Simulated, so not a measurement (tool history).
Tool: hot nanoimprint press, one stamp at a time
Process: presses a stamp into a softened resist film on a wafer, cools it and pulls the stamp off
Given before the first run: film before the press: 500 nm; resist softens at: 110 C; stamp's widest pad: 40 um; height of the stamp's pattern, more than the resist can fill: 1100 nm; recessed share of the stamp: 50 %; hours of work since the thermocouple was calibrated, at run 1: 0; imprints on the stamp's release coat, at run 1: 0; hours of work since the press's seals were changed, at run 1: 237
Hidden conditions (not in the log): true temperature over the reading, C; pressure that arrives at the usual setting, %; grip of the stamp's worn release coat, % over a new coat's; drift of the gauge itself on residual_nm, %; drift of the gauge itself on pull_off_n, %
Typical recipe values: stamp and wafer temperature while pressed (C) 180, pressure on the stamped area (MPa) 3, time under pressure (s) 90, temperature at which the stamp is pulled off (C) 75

run	hour	stamp and wafer temperature while pressed (C)	pressure on the stamped area (MPa)	time under pressure (s)	temperature at which the stamp is pulled off (C)	hours of work since the thermocouple was calibrated	imprints on the stamp's release coat	hours of work since the press's seals were changed	resist left under the stamp's widest pad (Å)	greatest force while the stamp is pulled off (N)
1	0	180	3	90	75	0	0	237	2915	193
2	53.5	180	3	90	75	29	202	266	2964	206
3	119.9	180	3	90	75	64	454	302	2950	205
4	154.1	180	3	90	75	83	583	320	2924	196
5	217.8	180	3	90	75	117	824	354	2940	207
6	247.7	180	3	90	62	133	937	370	2946	236
7	304.2	180	3	90	62	163	1151	401	2930	230
8	356.6	180	4.66	90	75	191	1349	429	2356	200
9	396.9	180	4.66	90	75	213	1502	451	2359	193
# hour 424.5: stamp cleaned and given a new release coat
10	437.7	180	2.07	90	75	232	50	469	3440	200

Alternative continuations, all from the tool just after run 10; predict every row:
A	472	171	4.34	48	75	250	180	488	?	?
B	472	180	2.63	90	75	250	180	488	?	?
C	472	170	3.97	90	64	250	180	488	?	?

run	resist left under the stamp's widest pad (Å)	greatest force while the stamp is pulled off (N)
A	3848	215
B	3107	197
C	3538	231
With the hidden condition removed and each run's random variation left untouched, the same runs would have given:
run	resist left under the stamp's widest pad (Å)	greatest force while the stamp is pulled off (N)
A	3849	215
B	3109	197
C	3539	231

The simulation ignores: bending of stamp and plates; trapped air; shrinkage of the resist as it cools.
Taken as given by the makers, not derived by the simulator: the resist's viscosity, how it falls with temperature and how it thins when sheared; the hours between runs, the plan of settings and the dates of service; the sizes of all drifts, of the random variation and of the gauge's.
